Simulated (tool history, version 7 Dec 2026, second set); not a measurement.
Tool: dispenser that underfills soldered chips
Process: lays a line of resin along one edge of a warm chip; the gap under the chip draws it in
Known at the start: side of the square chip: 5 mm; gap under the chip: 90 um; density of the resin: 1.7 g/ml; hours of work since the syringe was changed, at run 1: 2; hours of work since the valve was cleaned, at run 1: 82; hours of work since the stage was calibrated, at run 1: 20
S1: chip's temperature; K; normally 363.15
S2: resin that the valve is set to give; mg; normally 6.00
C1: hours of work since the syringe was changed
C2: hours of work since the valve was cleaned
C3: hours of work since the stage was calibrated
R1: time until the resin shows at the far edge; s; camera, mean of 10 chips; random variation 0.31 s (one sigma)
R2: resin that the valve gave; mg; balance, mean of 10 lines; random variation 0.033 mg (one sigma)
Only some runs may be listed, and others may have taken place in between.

run,day,S1,S2,C1,C2,C3,R1,R2
1,0.000,363.15,6.00,2,82,20,10.9,5.65
# day 0.250: new syringe of resin
2,0.492,363.15,6.34,4,90,28,13.4,5.92
# day 0.600: new syringe of resin
3,0.871,362.15,6.00,5,96,34,14.2,5.58
# day 0.929: new syringe of resin
4,1.196,375.15,6.00,5,102,40,8.9,5.59
# day 1.262: new syringe of resin
5,1.492,375.15,6.00,4,106,45,8.2,5.60
# day 1.612: new syringe of resin
6,1.758,375.15,6.00,2,111,49,7.8,5.54
# day 1.871: dispensing valve cleaned and set on the balance
# day 1.996: new syringe of resin
7,2.050,375.15,6.00,1,3,53,6.9,5.96
# day 2.312: new syringe of resin
8,2.383,375.15,6.00,1,8,59,6.8,6.01
# day 2.662: new syringe of resin
9,2.808,375.15,6.00,3,15,66,7.1,5.95
# day 3.021: new syringe of resin
10,3.083,375.15,6.00,1,20,70,6.8,5.89
# day 3.367: new syringe of resin
11,3.542,375.15,6.00,3,28,78,7.9,5.87
# day 3.683: new syringe of resin
12,3.871,363.15,6.00,3,33,83,12.7,5.88
# day 4.008: new syringe of resin
13,4.262,363.15,6.00,4,39,90,13.7,5.82
# day 4.325: new syringe of resin
14,4.596,363.15,5.91,5,45,95,13.6,5.75
# day 4.650: new syringe of resin
15,4.917,363.15,5.71,5,50,100,13.7,5.48
# day 5.000: new syringe of resin
16,5.242,363.15,6.00,4,56,106,13.1,5.75
# day 5.333: new syringe of resin
# day 5.662: new syringe of resin
17,5.712,363.15,6.00,1,63,113,10.7,5.69
# day 6.004: new syringe of resin
18,6.046,356.15,6.54,1,69,119,12.6,6.19
19,6.304,377.15,6.99,5,73,123,8.9,6.60
# day 6.342: new syringe of resin
# day 6.667: new syringe of resin
20,6.838,359.15,6.99,3,82,132,14.2,6.61
# day 6.996: new syringe of resin
21,7.200,359.15,6.99,3,88,138,14.8,6.55
# day 7.329: new syringe of resin
# day 7.654: new syringe of resin
22,7.704,357.15,7.75,1,96,146,13.4,7.21
# day 7.971: new syringe of resin
23,8.025,371.15,6.40,1,101,152,7.7,5.96
# day 8.288: new syringe of resin
24,8.496,366.15,6.71,4,109,159,11.2,6.23
# day 8.608: new syringe of resin
# day 8.721: dispensing valve cleaned and set on the balance
# day 8.967: new syringe of resin
25,8.975,368.15,6.92,0,4,166,8.1,6.92
26,9.262,368.15,6.92,5,9,171,11.5,6.89
# day 9.317: new syringe of resin
# day 9.650: new syringe of resin
27,9.654,348.15,7.04,0,15,178,17.0,6.95
# day 9.983: new syringe of resin
28,10.162,350.15,6.42,3,24,186,20.9,6.30
# day 10.317: new syringe of resin
# day 10.646: new syringe of resin
29,10.700,350.15,6.42,1,33,195,17.4,6.27
# day 10.975: new syringe of resin
30,11.054,374.15,5.41,1,38,201,7.7,5.30
# day 11.321: new syringe of resin
31,11.446,363.15,6.18,2,45,207,11.7,6.00
# day 11.646: new syringe of resin
32,11.879,363.15,6.18,4,52,215,13.5,6.01
# day 11.962: new syringe of resin
33,12.167,376.15,5.93,3,57,219,8.0,5.75
# day 12.292: new syringe of resin
34,12.479,376.15,5.93,3,62,224,8.2,5.70

Below, some changes in R1 between adjacent runs. For each, the amount present without the hidden state too (settings, incoming material, random variation) and the amount remaining for the hidden state with gauge scatter not shared by both compared results:
What the log doesn't record here: resin's viscosity, % of fresh resin's; dose that the valve gives, % of what is set; true chip temperature over the reading, C; drift of the gauge itself on fill_s, %; drift of the gauge itself on given_mg, %.
Run 22 -> 23: S1 357.15 -> 371.15, S2 7.75 -> 6.40, new syringe of resin. R1 -5.7 s: hidden state -0.5, all else -5.2.
Run 25 -> 26: settings left as they were, no log entry in between. R1 +3.4 s: hidden state +3.8, all else -0.4.
Run 26 -> 27: S1 368.15 -> 348.15, S2 6.92 -> 7.04, new syringe of resin, new syringe of resin. R1 +5.5 s: hidden state -3.3, all else +8.8.
Run 27 -> 28: S1 348.15 -> 350.15, S2 7.04 -> 6.42, new syringe of resin. R1 +3.9 s: hidden state +4.5, all else -0.6.
Run 28 -> 29: new syringe of resin, new syringe of resin. R1 -3.5 s: hidden state -3.6, all else +0.1.
Run 29 -> 30: S1 350.15 -> 374.15, S2 6.42 -> 5.41, new syringe of resin. R1 -9.7 s: hidden state -0.8, all else -8.9.
